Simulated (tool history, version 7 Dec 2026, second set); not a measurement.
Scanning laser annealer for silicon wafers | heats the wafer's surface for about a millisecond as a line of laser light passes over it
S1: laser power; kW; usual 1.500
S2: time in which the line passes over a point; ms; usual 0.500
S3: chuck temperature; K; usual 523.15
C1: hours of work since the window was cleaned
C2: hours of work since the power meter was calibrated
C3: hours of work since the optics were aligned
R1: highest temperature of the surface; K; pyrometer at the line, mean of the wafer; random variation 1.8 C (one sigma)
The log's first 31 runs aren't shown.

Run 32, hour 705.9: usual settings but S1 1.428 kW, S2 0.470 ms, S3 545.15 K; C1 678; C2 568; C3 53. Result: R1 1267.15 K.
Run 33, hour 733.9: usual settings but S1 1.428 kW, S2 0.470 ms, S3 545.15 K; C1 692; C2 583; C3 68. Result: R1 1269.15 K.
Run 34, hour 751.1: usual settings but S2 0.356 ms, S3 537.15 K; C1 701; C2 591; C3 76. Result: R1 1201.15 K.
Run 35, hour 766.6: usual settings but S2 0.356 ms, S3 521.15 K; C1 709; C2 599; C3 84. Result: R1 1186.15 K.
Run 36, hour 786.1: usual settings but S1 1.330 kW; C1 719; C2 609; C3 94. Result: R1 1201.15 K.
Run 37, hour 801.4: usual settings but S1 1.622 kW, S3 485.15 K; C1 727; C2 617; C3 102. Result: R1 1358.15 K.
Run 38, hour 832.7: usual settings but S1 1.528 kW, S2 0.406 ms, S3 502.15 K; C1 743; C2 633; C3 118. Result: R1 1230.15 K.
Run 39, hour 864.0: usual settings but S1 1.429 kW, S2 0.385 ms, S3 505.15 K; C1 759; C2 649; C3 134. Result: R1 1155.15 K.
Run 40, hour 890.7: usual settings but S1 1.429 kW, S2 0.385 ms, S3 505.15 K; C1 773; C2 663; C3 148. Result: R1 1154.15 K.

Run 41 comes next. What will it give?
Run 41, hour 911.0: usual settings but S1 1.429 kW, S2 0.385 ms, S3 505.15 K; C1 783; C2 673; C3 158. Result: R1 ?.

R1: 1153.15 K
Without the tool's hidden state the same run would have given R1 1181.15 K.

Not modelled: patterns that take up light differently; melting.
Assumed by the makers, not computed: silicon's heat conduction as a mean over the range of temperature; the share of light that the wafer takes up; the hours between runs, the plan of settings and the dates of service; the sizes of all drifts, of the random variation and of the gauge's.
